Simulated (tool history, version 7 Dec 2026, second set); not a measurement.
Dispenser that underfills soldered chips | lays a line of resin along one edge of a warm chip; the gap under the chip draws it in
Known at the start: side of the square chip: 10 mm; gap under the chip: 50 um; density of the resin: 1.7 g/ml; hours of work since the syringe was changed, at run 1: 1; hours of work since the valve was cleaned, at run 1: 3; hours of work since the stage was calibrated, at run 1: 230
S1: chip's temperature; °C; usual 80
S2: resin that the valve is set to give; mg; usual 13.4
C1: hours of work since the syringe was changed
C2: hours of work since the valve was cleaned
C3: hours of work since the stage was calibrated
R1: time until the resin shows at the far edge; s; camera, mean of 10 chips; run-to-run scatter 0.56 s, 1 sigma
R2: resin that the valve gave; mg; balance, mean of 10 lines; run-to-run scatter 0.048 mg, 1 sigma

Run 1, hour 0: usual settings; C1 1; C2 3; C3 230. Result: R1 47.8 s, R2 13.39 mg.
Run 2, hour 7.2: usual settings but S1 85 °C; C1 6; C2 8; C3 234. Result: R1 45.2 s, R2 13.39 mg.
At hour 12.2: new syringe of resin.
Run 3, hour 17.4: usual settings but S1 85 °C; C1 4; C2 15; C3 241. Result: R1 42.4 s, R2 13.32 mg.
At hour 25.8: new syringe of resin.
Run 4, hour 26.2: usual settings but S1 85 °C; C1 0; C2 21; C3 247. Result: R1 37.4 s, R2 13.26 mg.
Run 5, hour 37.3: usual settings; C1 8; C2 29; C3 255. Result: R1 57.9 s, R2 13.15 mg.
At hour 39.8: new syringe of resin.
Run 6, hour 48.3: usual settings; C1 6; C2 36; C3 262. Result: R1 54 s, R2 13.08 mg.
At hour 54.2: new syringe of resin.
Run 7, hour 55.8: usual settings but S2 11.4 mg; C1 1; C2 41; C3 267. Result: R1 47.5 s, R2 11.05 mg.
Run 8, hour 65: usual settings but S2 11.4 mg; C1 7; C2 47; C3 273. Result: R1 59.1 s, R2 11.11 mg.
At hour 66.5: dispensing valve cleaned and set on the balance.
At hour 69.6: new syringe of resin.
Run 9, hour 77.1: usual settings but S2 11.4 mg; C1 5; C2 7; C3 281. Result: R1 54.4 s, R2 11.35 mg.
At hour 83.6: new syringe of resin.
Run 10, hour 86.4: usual settings but S2 11.4 mg; C1 2; C2 13; C3 287. Result: R1 48.8 s, R2 11.33 mg.
Run 11, hour 91.3: usual settings but S2 12.9 mg; C1 5; C2 17; C3 290. Result: R1 53.3 s, R2 12.73 mg.
At hour 97.4: new syringe of resin.
Run 12, hour 101.8: usual settings but S2 12.9 mg; C1 3; C2 24; C3 297. Result: R1 49.9 s, R2 12.67 mg.
At hour 111.3: new syringe of resin.
Run 13, hour 111.3: usual settings but S2 12.9 mg; C1 0; C2 30; C3 303. Result: R1 44 s, R2 12.71 mg.
Run 14, hour 121.2: usual settings but S2 12.9 mg; C1 7; C2 37; C3 310. Result: R1 55.7 s, R2 12.59 mg.
At hour 125: new syringe of resin.
Run 15, hour 126.8: usual settings but S2 15.9 mg; C1 1; C2 40; C3 314. Result: R1 45.4 s, R2 15.53 mg.
Run 16, hour 135.7: usual settings but S1 87 °C; C1 7; C2 46; C3 320. Result: R1 43.1 s, R2 12.92 mg.
At hour 138.5: dispensing valve cleaned and set on the balance.
At hour 140.3: new syringe of resin.
Run 17, hour 143.6: usual settings but S1 75 °C, S2 15.9 mg; C1 2; C2 3; C3 325. Result: R1 57.8 s, R2 15.78 mg.
Run 18, hour 148.1: usual settings but S1 87 °C, S2 12.1 mg; C1 5; C2 6; C3 328. Result: R1 40.6 s, R2 12 mg.
At hour 154.7: new syringe of resin.
Run 19, hour 159.6: usual settings but S1 67 °C, S2 12 mg; C1 3; C2 14; C3 335. Result: R1 85.8 s, R2 11.94 mg.
Run 20, hour 167: usual settings but S1 67 °C, S2 16.5 mg; C1 8; C2 19; C3 340. Result: R1 93.9 s, R2 16.25 mg.
At hour 168.6: new syringe of resin.
Run 21, hour 172.1: usual settings but S1 66 °C, S2 14.4 mg; C1 2; C2 22; C3 344. Result: R1 84.7 s, R2 14.16 mg.

Here are 3 independent what-if runs from the current tool condition. What would each one return?
Run A, hour 179.9: usual settings but S1 71 °C, S2 14.1 mg; C1 8; C2 28; C3 349. Result: R1 ?, R2 ?.
Run B, hour 179.9: usual settings but S2 12.4 mg; C1 8; C2 28; C3 349. Result: R1 ?, R2 ?.
Run C, hour 179.9: usual settings but S1 66 °C, S2 15.3 mg; C1 8; C2 28; C3 349. Result: R1 ?, R2 ?.

run    R1     R2
  A  81.2  13.77
  B  57.9  12.16
  C  98.3  15.13
The same runs, with their run-to-run variation unchanged, on a tool lacking any hidden condition would have given:
run    R1     R2
  A  67.7  14.05
  B    48  12.41
  C  82.3  15.44

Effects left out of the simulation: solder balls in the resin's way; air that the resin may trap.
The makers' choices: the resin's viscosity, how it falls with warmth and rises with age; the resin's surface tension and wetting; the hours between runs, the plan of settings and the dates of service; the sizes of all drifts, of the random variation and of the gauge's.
